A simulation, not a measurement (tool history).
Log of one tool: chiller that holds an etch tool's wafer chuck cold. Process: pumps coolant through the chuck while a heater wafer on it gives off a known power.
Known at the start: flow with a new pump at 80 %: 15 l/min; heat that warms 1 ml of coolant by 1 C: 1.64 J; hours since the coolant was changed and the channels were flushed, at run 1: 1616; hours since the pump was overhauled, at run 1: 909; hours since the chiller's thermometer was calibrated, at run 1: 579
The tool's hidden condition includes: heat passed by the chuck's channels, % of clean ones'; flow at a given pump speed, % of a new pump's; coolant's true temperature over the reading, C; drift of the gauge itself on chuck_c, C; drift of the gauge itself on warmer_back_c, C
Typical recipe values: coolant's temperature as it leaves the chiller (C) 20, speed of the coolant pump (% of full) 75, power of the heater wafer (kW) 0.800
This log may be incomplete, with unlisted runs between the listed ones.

run,hour,coolant's temperature as it leaves the chiller (C),speed of the coolant pump (% of full),power of the heater wafer (kW),hours since the coolant was changed and the channels were flushed,hours since the pump was overhauled,hours since the chiller's thermometer was calibrated,chuck's temperature once it has settled (C),how much warmer the coolant comes back (C)
1,0.0,20,75,0.800,1616,909,579,26.9,2.07
2,16.9,20,75,0.800,1633,926,596,26.9,2.06
3,44.3,20,75,0.800,1660,953,623,26.8,2.12
4,61.4,20,75,0.800,1677,970,640,26.7,2.05
5,86.7,20,75,0.800,1703,995,666,26.9,2.09
6,104.7,20,75,0.800,1721,1014,684,26.9,2.11
7,122.4,20,75,0.474,1738,1031,701,24.0,1.30
8,138.0,20,75,0.800,1754,1047,717,27.0,2.11
9,165.6,20,75,0.800,1781,1074,744,26.9,2.10
10,193.2,20,75,0.800,1809,1102,772,26.8,2.10
11,215.8,20,69,0.800,1832,1125,795,27.3,2.28
12,236.7,20,75,0.408,1853,1145,816,23.5,1.09
13,249.9,20,75,0.408,1866,1159,829,23.6,1.08
14,275.6,20,65,0.800,1892,1184,855,27.7,2.40
# hour 283.2: coolant pump overhauled
15,296.9,20,65,0.800,1908,14,871,27.8,2.40
16,320.8,20,65,0.800,1932,38,895,27.8,2.44
17,345.8,26,75,0.800,1957,63,920,32.9,2.12
18,368.2,26,75,0.800,1979,85,942,32.9,2.10
19,383.6,20,75,0.877,1994,100,957,27.6,2.34
20,395.8,29,75,0.937,2007,113,970,37.0,2.50
# hour 422.4: coolant pump overhauled, once more
21,430.3,14,61,0.487,2036,8,999,19.0,1.56
22,446.8,10,96,0.425,2053,24,1016,12.7,0.90
23,467.7,13,74,0.425,2074,45,1037,16.9,1.12
24,485.8,28,83,1.081,2092,63,1055,36.4,2.52
25,502.7,13,74,1.081,2109,80,1072,22.3,2.85
26,518.1,20,75,0.429,2124,96,1087,23.5,1.05
27,544.2,20,75,0.946,2150,122,1113,27.9,2.47
28,560.9,10,81,0.573,2167,139,1130,14.6,1.43
29,582.5,14,74,0.528,2188,160,1151,18.6,1.38
30,597.9,15,75,1.088,2204,176,1167,24.3,2.84
31,626.2,20,98,0.800,2232,204,1195,25.4,1.59
32,651.6,11,65,1.117,2258,229,1221,21.8,3.35

Below are 4 alternative next runs, each starting from the tool's condition after run 32. Predict each:
A,681.5,29,89,0.764,2287,259,1250,?,?
B,681.5,11,65,0.654,2287,259,1250,?,?
C,681.5,20,87,0.417,2287,259,1250,?,?
D,681.5,11,86,1.117,2287,259,1250,?,?

run,chuck's temperature once it has settled (C),how much warmer the coolant comes back (C)
A,34.5,1.62
B,17.3,1.93
C,23.0,0.91
D,19.3,2.55
The same runs, with their run-to-run variation unchanged, on a tool lacking any hidden condition would have given:
run,chuck's temperature once it has settled (C),how much warmer the coolant comes back (C)
A,34.4,1.62
B,17.1,1.94
C,23.0,0.92
D,19.1,2.56
